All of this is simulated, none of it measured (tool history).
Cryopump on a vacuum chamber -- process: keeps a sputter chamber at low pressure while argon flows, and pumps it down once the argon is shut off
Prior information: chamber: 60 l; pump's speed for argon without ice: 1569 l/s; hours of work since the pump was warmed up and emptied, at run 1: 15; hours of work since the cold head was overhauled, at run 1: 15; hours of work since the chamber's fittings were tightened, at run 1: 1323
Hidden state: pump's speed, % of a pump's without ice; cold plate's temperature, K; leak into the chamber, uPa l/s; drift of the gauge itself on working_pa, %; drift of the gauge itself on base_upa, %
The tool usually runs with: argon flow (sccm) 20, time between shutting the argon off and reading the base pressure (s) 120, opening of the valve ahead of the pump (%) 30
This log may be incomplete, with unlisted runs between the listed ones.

run,hour,argon flow (sccm),time between shutting the argon off and reading the base pressure (s),opening of the valve ahead of the pump (%),hours of work since the pump was warmed up and emptied,hours of work since the cold head was overhauled,hours of work since the chamber's fittings were tightened,pressure while argon flows (Pa),pressure after the wait (uPa)
1,0,20,120,30,15,15,1323,0.0721,1.54
2,36.8,20,120,17,32,32,1340,0.1277,1.63
3,103.6,20,120,17,62,62,1370,0.1272,1.61
4,152.2,32,120,30,83,83,1391,0.1164,1.6
5,192.6,32,120,30,101,101,1409,0.1156,1.68
6,241.5,32,120,30,123,123,1431,0.1166,1.65
7,313.6,32,120,30,156,156,1463,0.1167,1.69
8,363.5,32,120,30,178,178,1486,0.1168,1.72
9,406.1,12,36,28,197,197,1505,0.0471,3.15
10,459.8,40,35,46,221,221,1529,0.0962,3.13
11,507.1,40,35,46,242,242,1550,0.0972,3.17
12,578.3,40,35,46,274,274,1582,0.0967,3.21
13,637.9,20,23,30,301,301,1609,0.074,4.27
14,673.9,27,91,32,317,317,1625,0.0936,2.03
15,705.3,11,26,28,331,331,1639,0.0433,4

Each row is a separate what-if for the run after 15, all from the same tool condition, not one after another. Results?
A,758.8,13,120,28,355,355,1663,?,?
B,758.8,23,120,30,355,355,1663,?,?
C,758.8,11,119,41,355,355,1663,?,?

run,pressure while argon flows (Pa),pressure after the wait (uPa)
A,0.0517,1.82
B,0.0855,1.85
C,0.0297,1.85
Take away the tool's hidden state, keep each run's random variation, and the runs would have read:
run,pressure while argon flows (Pa),pressure after the wait (uPa)
A,0.0502,0.74
B,0.0828,0.77
C,0.0284,0.75

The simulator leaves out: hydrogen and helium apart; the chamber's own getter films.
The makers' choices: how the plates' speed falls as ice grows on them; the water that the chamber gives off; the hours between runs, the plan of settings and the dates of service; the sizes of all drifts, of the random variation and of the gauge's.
